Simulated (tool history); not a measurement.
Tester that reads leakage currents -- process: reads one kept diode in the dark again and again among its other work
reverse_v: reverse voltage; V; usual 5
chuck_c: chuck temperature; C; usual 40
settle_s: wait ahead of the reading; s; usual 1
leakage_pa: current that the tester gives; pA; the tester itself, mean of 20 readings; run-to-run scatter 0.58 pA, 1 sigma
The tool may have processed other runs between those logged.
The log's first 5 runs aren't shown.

| run | hour | reverse_v | chuck_c | settle_s | hours of work since the probe card was cleaned | hours of work since the tester was calibrated | hours of work since the chuck was calibrated | leakage_pa |
|---|---|---|---|---|---|---|---|---|
| 6 | 752.6 | 5 | 30 | 1 | 512 | 377 | 377 | 90.29 |
| 7 | 852.2 | 5 | 30 | 1 | 553 | 418 | 418 | 89.24 |
| 8 | 1077.3 | 5 | 30 | 1 | 647 | 512 | 512 | 87.17 |
| 9 | 1271.9 | 5 | 30 | 1 | 728 | 593 | 593 | 85.39 |
|  | 1288.8 | chuck's temperature calibrated |
| 10 | 1372.6 | 5 | 28 | 1 | 769 | 634 | 35 | 84.95 |
| 11 | 1545.1 | 5 | 28 | 1 | 841 | 706 | 107 | 83.94 |
| 12 | 1733 | 5 | 40 | 1 | 919 | 784 | 185 | 184.96 |
| 13 | 1925.7 | 5 | 40 | 1 | 999 | 864 | 265 | 182.03 |
| 14 | 2032.8 | 5 | 40 | 1 | 1044 | 909 | 310 | 179.06 |
| 15 | 2205.5 | 5 | 40 | 1 | 1116 | 980 | 381 | 177.41 |
| 16 | 2375.8 | 5 | 40 | 1 | 1187 | 1051 | 452 | 173.16 |
| 17 | 2565.3 | 5 | 40 | 1 | 1265 | 1130 | 531 | 171.1 |
|  | 2734.9 | chuck's temperature calibrated |
| 18 | 2764.7 | 5 | 40 | 1 | 1348 | 1212 | 12 | 192.39 |
| 19 | 2900.7 | 5 | 51 | 1 | 1404 | 1269 | 69 | 381.31 |
| 20 | 3020.9 | 5 | 51 | 1 | 1454 | 1319 | 119 | 376.73 |
| 21 | 3167.1 | 2.44 | 40 | 0.36 | 1515 | 1380 | 180 | 130.9 |
| 22 | 3312.5 | 8.74 | 26 | 0.82 | 1576 | 1440 | 240 | 95.88 |
| 23 | 3493.2 | 8.74 | 26 | 0.82 | 1651 | 1516 | 316 | 92.87 |
| 24 | 3682.1 | 3.69 | 32 | 1 | 1729 | 1594 | 394 | 88.02 |

Run 25 is up next; what results do you expect?
| 25 | 3831 | 5 | 43 | 6.09 | 1791 | 1656 | 456 | ? |

Run 25 produced leakage_pa 209.51 pA.
The same run, on a tool lacking any hidden state, would have yielded leakage_pa 232.49 pA.
